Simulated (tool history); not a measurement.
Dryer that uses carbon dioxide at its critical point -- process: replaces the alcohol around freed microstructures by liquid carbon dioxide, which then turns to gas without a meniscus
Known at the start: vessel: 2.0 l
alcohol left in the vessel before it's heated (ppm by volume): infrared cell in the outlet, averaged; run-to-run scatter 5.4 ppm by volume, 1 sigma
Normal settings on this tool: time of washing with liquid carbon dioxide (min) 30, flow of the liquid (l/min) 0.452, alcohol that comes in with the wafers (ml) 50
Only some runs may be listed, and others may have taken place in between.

run    hour  time of washing with liquid carbon dioxide (min)  flow of the liquid (l/min)  alcohol that comes in with the wafers (ml)  alcohol left in the vessel before it's heated (ppm by volume)
  1     0.0                                                30                       0.452                                          50                                                            357
  2    44.2                                                30                       0.452                                          50                                                            372
  3    89.5                                                30                       0.452                                          50                                                            393
  4   134.8                                                30                       0.452                                          50                                                            433
  5   186.9                                                30                       0.452                                          50                                                            455
  6   244.6                                                30                       0.452                                          50                                                            481
  7   272.7                                                30                       0.452                                          49                                                            477
  8   320.4                                                30                       0.452                                          49                                                            494
      338.1  -- inlet filter changed
  9   347.9                                                30                       0.452                                          49                                                            323
 10   409.5                                                30                       0.452                                          84                                                            428
 11   454.7                                                30                       0.762                                          50                                                            197
 12   486.6                                                30                       0.762                                          50                                                            208
 13   532.5                                                30                       0.762                                          50                                                            221
 14   584.0                                                30                       0.452                                          50                                                            382
 15   646.1                                                42                       0.452                                          50                                                            237
 16   672.6                                                42                       0.452                                          50                                                            248
 17   705.2                                                42                       0.452                                          50                                                            244
 18   763.2                                                25                       0.713                                          51                                                            291
 19   803.7                                                30                       0.452                                          82                                                            611
 20   833.7                                                26                       0.495                                         111                                                            980
 21   872.8                                                36                       0.603                                          42                                                            253
      911.5  -- inlet filter changed
 22   911.8                                                47                       0.370                                          45                                                            263
 23   971.3                                                30                       0.474                                          63                                                            388
 24  1009.1                                                22                       0.452                                          50                                                            801
 25  1053.5                                                30                       0.288                                          30                                                            786
 26  1113.4                                                30                       0.382                                          35                                                            502
 27  1164.2                                                30                       0.382                                          35                                                            521

Here are 5 independent what-if runs from the current tool condition. What would each one return?
  A  1212.7                                                30                       0.357                                          81                                                              ?
  B  1212.7                                                30                       0.382                                          71                                                              ?
  C  1212.7                                                25                       0.452                                          35                                                              ?
  D  1212.7                                                22                       0.426                                          30                                                              ?
  E  1212.7                                                29                       0.382                                          35                                                              ?

run  alcohol left in the vessel before it's heated (ppm by volume)
  A                                                           1104
  B                                                            808
  C                                                            570
  D                                                            790
  E                                                            583
The same runs, with their run-to-run variation unchanged, on a tool lacking any hidden condition would have given:
run  alcohol left in the vessel before it's heated (ppm by volume)
  A                                                            586
  B                                                            370
  C                                                            218
  D                                                            388
  E                                                            222
